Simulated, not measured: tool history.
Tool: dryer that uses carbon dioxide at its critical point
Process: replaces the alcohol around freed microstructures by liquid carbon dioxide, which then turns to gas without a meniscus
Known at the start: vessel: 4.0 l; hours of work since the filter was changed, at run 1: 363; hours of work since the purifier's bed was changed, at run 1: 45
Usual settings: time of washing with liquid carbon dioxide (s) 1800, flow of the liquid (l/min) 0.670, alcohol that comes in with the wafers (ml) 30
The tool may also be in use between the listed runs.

run	hour	time of washing with liquid carbon dioxide (s)	flow of the liquid (l/min)	alcohol that comes in with the wafers (ml)	hours of work since the filter was changed	hours of work since the purifier's bed was changed	alcohol left in the vessel before it's heated (ppm by volume)
1	0.0	1800	0.670	30	363	45	187
2	6.0	1800	0.670	30	368	50	208
3	14.7	1800	0.670	30	374	57	205
4	22.0	1800	0.670	30	380	63	198
5	31.2	1800	0.670	30	387	70	208
6	38.9	1800	0.670	30	394	76	201
7	53.3	1800	0.670	30	405	88	232
8	62.3	1800	0.670	30	412	95	225
9	69.4	1800	0.670	30	418	100	218
10	83.3	1800	0.670	30	429	111	228
11	89.3	1860	0.580	30	433	116	329
12	101.2	2580	1.040	67	443	125	31
13	114.3	1800	0.555	23	453	136	338
14	126.0	1860	0.482	23	462	145	460
# hour 132.9: inlet filter changed
15	141.1	1860	0.482	23	6	156	294
16	147.1	2640	0.975	43	11	161	35
17	159.8	2640	0.548	43	21	171	105
18	173.4	2640	0.548	43	32	182	108
19	180.5	2640	0.548	43	38	187	116

The same runs without the tool's hidden state, with the same run-to-run variation:
The hidden state here: flow that reaches the vessel past the clogged filter, %; alcohol in the recycled carbon dioxide, ppm; drift of the gauge itself on alcohol_ppm, %.
run	alcohol left in the vessel before it's heated (ppm by volume)
1	104
2	121
3	115
4	106
5	113
6	105
7	126
8	119
9	108
10	114
11	178
12	7
13	183
14	265
15	263
16	7
17	72
18	72
19	77
